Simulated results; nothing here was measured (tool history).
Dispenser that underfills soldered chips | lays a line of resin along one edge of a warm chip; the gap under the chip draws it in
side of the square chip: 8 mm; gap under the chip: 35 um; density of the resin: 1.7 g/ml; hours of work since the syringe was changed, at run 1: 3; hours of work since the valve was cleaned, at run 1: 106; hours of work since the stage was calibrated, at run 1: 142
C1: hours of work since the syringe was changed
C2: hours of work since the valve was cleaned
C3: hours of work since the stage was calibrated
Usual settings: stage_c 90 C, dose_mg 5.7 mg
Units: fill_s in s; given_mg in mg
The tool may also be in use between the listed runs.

Run 1, hour 0: usual settings; C1 3; C2 106; C3 142. Result: fill_s 114.5 s, given_mg 5.33 mg.
At hour 4.5: dispensing valve cleaned and set on the balance.
Run 2, hour 6.7: usual settings; C1 7; C2 2; C3 146. Result: fill_s 155.8 s, given_mg 5.69 mg.
At hour 14.5: new syringe of resin.
Run 3, hour 14.5: usual settings; C1 0; C2 7; C3 151. Result: fill_s 91.1 s, given_mg 5.72 mg.
Run 4, hour 19.6: usual settings; C1 4; C2 11; C3 155. Result: fill_s 122 s, given_mg 5.57 mg.
Run 5, hour 27.9: usual settings; C1 10; C2 17; C3 161. Result: fill_s 190.9 s, given_mg 5.68 mg.
At hour 31.6: new syringe of resin.
Run 6, hour 38.9: usual settings; C1 5; C2 24; C3 169. Result: fill_s 139 s, given_mg 5.58 mg.
At hour 48.6: new syringe of resin.
Run 7, hour 48.6: usual settings; C1 0; C2 31; C3 175. Result: fill_s 93.1 s, given_mg 5.64 mg.
Run 8, hour 58.8: usual settings; C1 7; C2 39; C3 183. Result: fill_s 157.5 s, given_mg 5.53 mg.
At hour 65.4: new syringe of resin.
Run 9, hour 65.8: usual settings but dose_mg 6.27 mg; C1 0; C2 43; C3 188. Result: fill_s 93.7 s, given_mg 6.07 mg.
Run 10, hour 78.2: usual settings but dose_mg 6.27 mg; C1 9; C2 52; C3 197. Result: fill_s 180.1 s, given_mg 6.07 mg.
At hour 82.7: new syringe of resin.
Run 11, hour 87.4: usual settings but stage_c 86 C, dose_mg 6.27 mg; C1 3; C2 59; C3 203. Result: fill_s 136.9 s, given_mg 6.06 mg.
Run 12, hour 97.6: usual settings but stage_c 86 C, dose_mg 6.27 mg; C1 11; C2 66; C3 211. Result: fill_s 234.2 s, given_mg 6.04 mg.
At hour 99.5: new syringe of resin.
Run 13, hour 109.4: usual settings but stage_c 86 C, dose_mg 6.27 mg; C1 7; C2 75; C3 219. Result: fill_s 182.5 s, given_mg 6.09 mg.
Run 14, hour 115.8: usual settings but stage_c 97 C, dose_mg 6.27 mg; C1 12; C2 79; C3 223. Result: fill_s 169.8 s, given_mg 5.96 mg.
At hour 116.9: new syringe of resin.
Run 15, hour 124: usual settings but stage_c 83 C; C1 5; C2 85; C3 229. Result: fill_s 175.5 s, given_mg 5.42 mg.
Run 16, hour 131.3: usual settings but stage_c 83 C; C1 10; C2 90; C3 234. Result: fill_s 262.6 s, given_mg 5.51 mg.
At hour 134: new syringe of resin.
Run 17, hour 142.9: usual settings but dose_mg 5.96 mg; C1 6; C2 98; C3 243. Result: fill_s 147.2 s, given_mg 5.64 mg.
At hour 150.8: new syringe of resin.
Run 18, hour 152.2: usual settings but dose_mg 5.96 mg; C1 1; C2 105; C3 249. Result: fill_s 99.2 s, given_mg 5.63 mg.
At hour 158.6: dispensing valve cleaned and set on the balance.
Run 19, hour 158.7: usual settings but stage_c 96 C, dose_mg 5.88 mg; C1 5; C2 0; C3 253. Result: fill_s 107.8 s, given_mg 5.81 mg.
At hour 168.6: new syringe of resin.
Run 20, hour 168.6: usual settings but stage_c 96 C, dose_mg 5.88 mg; C1 0; C2 7; C3 260. Result: fill_s 72.6 s, given_mg 5.9 mg.
Run 21, hour 179.1: usual settings but stage_c 99 C, dose_mg 6.85 mg; C1 8; C2 15; C3 268. Result: fill_s 114.9 s, given_mg 6.86 mg.
At hour 185.6: new syringe of resin.
Run 22, hour 186: usual settings but stage_c 94 C, dose_mg 5.42 mg; C1 0; C2 19; C3 272. Result: fill_s 81.4 s, given_mg 5.32 mg.
Run 23, hour 196.8: usual settings but stage_c 94 C, dose_mg 5.42 mg; C1 8; C2 27; C3 280. Result: fill_s 144.3 s, given_mg 5.26 mg.
At hour 202.2: new syringe of resin.
Run 24, hour 209.5: usual settings but stage_c 75 C, dose_mg 5.01 mg; C1 5; C2 36; C3 289. Result: fill_s 247.3 s, given_mg 4.86 mg.
At hour 219.2: new syringe of resin.
Run 25, hour 220.5: usual settings but stage_c 84 C, dose_mg 6.68 mg; C1 1; C2 44; C3 297. Result: fill_s 117.2 s, given_mg 6.44 mg.
Run 26, hour 227.8: usual settings but stage_c 89 C, dose_mg 6 mg; C1 6; C2 49; C3 302. Result: fill_s 147.6 s, given_mg 5.98 mg.
Run 27, hour 234.2: usual settings but stage_c 89 C, dose_mg 6 mg; C1 11; C2 54; C3 307. Result: fill_s 205.9 s, given_mg 5.86 mg.
At hour 236.1: new syringe of resin.
Run 28, hour 240.3: usual settings but stage_c 81 C, dose_mg 4.99 mg; C1 3; C2 58; C3 311. Result: fill_s 166.6 s, given_mg 4.89 mg.
Run 29, hour 252.2: usual settings but stage_c 81 C, dose_mg 4.99 mg; C1 12; C2 67; C3 320. Result: fill_s 313.2 s, given_mg 4.82 mg.
At hour 253.2: new syringe of resin.
Run 30, hour 263.2: usual settings but stage_c 86 C, dose_mg 5.25 mg; C1 7; C2 74; C3 327. Result: fill_s 185.6 s, given_mg 5.04 mg.
Run 31, hour 269.5: usual settings but stage_c 86 C, dose_mg 5.25 mg; C1 12; C2 79; C3 332. Result: fill_s 254.5 s, given_mg 4.99 mg.
At hour 270.4: new syringe of resin.
Run 32, hour 274.9: usual settings but stage_c 86 C, dose_mg 5.25 mg; C1 3; C2 83; C3 336. Result: fill_s 139.5 s, given_mg 5.08 mg.
Run 33, hour 284.6: usual settings but stage_c 86 C, dose_mg 7.39 mg; C1 10; C2 90; C3 343. Result: fill_s 216.6 s, given_mg 7.09 mg.

Run 34 comes next. What will it give?
At hour 287.4: new syringe of resin.
Run 34, hour 296.7: usual settings but stage_c 88 C, dose_mg 5.87 mg; C1 7; C2 98; C3 351. Result: fill_s ?, given_mg ?.

Run 34 gave fill_s 162.5 s, given_mg 5.64 mg.
Without the tool's hidden state the same run would have given fill_s 101.8 s, given_mg 5.97 mg.

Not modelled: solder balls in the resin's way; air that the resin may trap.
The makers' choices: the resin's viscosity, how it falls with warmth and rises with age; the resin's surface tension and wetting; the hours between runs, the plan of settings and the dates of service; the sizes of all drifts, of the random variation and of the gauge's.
